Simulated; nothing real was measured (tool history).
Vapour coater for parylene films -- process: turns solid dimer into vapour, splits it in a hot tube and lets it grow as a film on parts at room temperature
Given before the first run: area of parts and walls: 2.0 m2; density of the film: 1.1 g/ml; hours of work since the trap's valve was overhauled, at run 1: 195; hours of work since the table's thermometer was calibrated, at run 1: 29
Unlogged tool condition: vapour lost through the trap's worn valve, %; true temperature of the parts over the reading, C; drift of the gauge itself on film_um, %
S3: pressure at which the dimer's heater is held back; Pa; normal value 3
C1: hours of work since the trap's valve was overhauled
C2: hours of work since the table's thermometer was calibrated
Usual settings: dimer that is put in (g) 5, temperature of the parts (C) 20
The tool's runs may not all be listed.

Run 1, hour 0: usual settings; C1 195; C2 29. Result: thickness of the film (nm) 1510.
Run 2, hour 12.8: usual settings but temperature of the parts (C) 16; C1 202; C2 36. Result: thickness of the film (nm) 1600.
Run 3, hour 22.9: usual settings but temperature of the parts (C) 30; C1 207; C2 41. Result: thickness of the film (nm) 1260.
Run 4, hour 37.9: usual settings but temperature of the parts (C) 30; C1 215; C2 49. Result: thickness of the film (nm) 1290.
Run 5, hour 48.8: usual settings; C1 221; C2 55. Result: thickness of the film (nm) 1530.
Run 6, hour 63.2: usual settings but temperature of the parts (C) 25; C1 229; C2 63. Result: thickness of the film (nm) 1380.
Run 7, hour 70.9: usual settings but temperature of the parts (C) 25; C1 233; C2 67. Result: thickness of the film (nm) 1370.
Run 8, hour 80.4: usual settings; C1 238; C2 72. Result: thickness of the film (nm) 1530.
Run 9, hour 96.1: usual settings but S3 3.22 Pa; C1 246; C2 80. Result: thickness of the film (nm) 1470.
Run 10, hour 110: usual settings but S3 3.22 Pa; C1 253; C2 87. Result: thickness of the film (nm) 1500.
Run 11, hour 118.9: usual settings but S3 9.81 Pa; C1 258; C2 92. Result: thickness of the film (nm) 1180.
Run 12, hour 132.6: usual settings but S3 9.81 Pa; C1 265; C2 99. Result: thickness of the film (nm) 1170.
Run 13, hour 145.6: usual settings but S3 9.81 Pa; C1 272; C2 106. Result: thickness of the film (nm) 1180.
Run 14, hour 157.5: usual settings but dimer that is put in (g) 3; C1 278; C2 112. Result: thickness of the film (nm) 910.
Run 15, hour 172.1: usual settings but dimer that is put in (g) 3; C1 286; C2 120. Result: thickness of the film (nm) 910.
Run 16, hour 186.6: usual settings; C1 293; C2 127. Result: thickness of the film (nm) 1500.
Run 17, hour 194.6: usual settings but S3 3.88 Pa; C1 298; C2 132. Result: thickness of the film (nm) 1420.
Run 18, hour 201.9: usual settings but temperature of the parts (C) 18, S3 3.88 Pa; C1 301; C2 135. Result: thickness of the film (nm) 1480.
Run 19, hour 210.9: usual settings; C1 306; C2 140. Result: thickness of the film (nm) 1500.
Run 20, hour 220.2: usual settings but dimer that is put in (g) 6; C1 311; C2 145. Result: thickness of the film (nm) 1800.
Run 21, hour 232.2: usual settings but S3 11.27 Pa; C1 317; C2 151. Result: thickness of the film (nm) 1160.
Run 22, hour 239: usual settings; C1 321; C2 155. Result: thickness of the film (nm) 1510.
Run 23, hour 246: usual settings but dimer that is put in (g) 2; C1 325; C2 159. Result: thickness of the film (nm) 580.
Run 24, hour 254.7: usual settings but dimer that is put in (g) 2; C1 329; C2 163. Result: thickness of the film (nm) 600.
Run 25, hour 269.4: usual settings but dimer that is put in (g) 3, temperature of the parts (C) 27, S3 11.84 Pa; C1 337; C2 171. Result: thickness of the film (nm) 590.

Run 26 is up next; what results do you expect?
Run 26, hour 278.7: usual settings but dimer that is put in (g) 6, temperature of the parts (C) 29, S3 4.87 Pa; C1 342; C2 176. Result: thickness of the film (nm) ?.

Run 26 came out at thickness of the film (nm) 1400.
Minus the tool's unlogged condition, the same run would have read thickness of the film (nm) 1470.

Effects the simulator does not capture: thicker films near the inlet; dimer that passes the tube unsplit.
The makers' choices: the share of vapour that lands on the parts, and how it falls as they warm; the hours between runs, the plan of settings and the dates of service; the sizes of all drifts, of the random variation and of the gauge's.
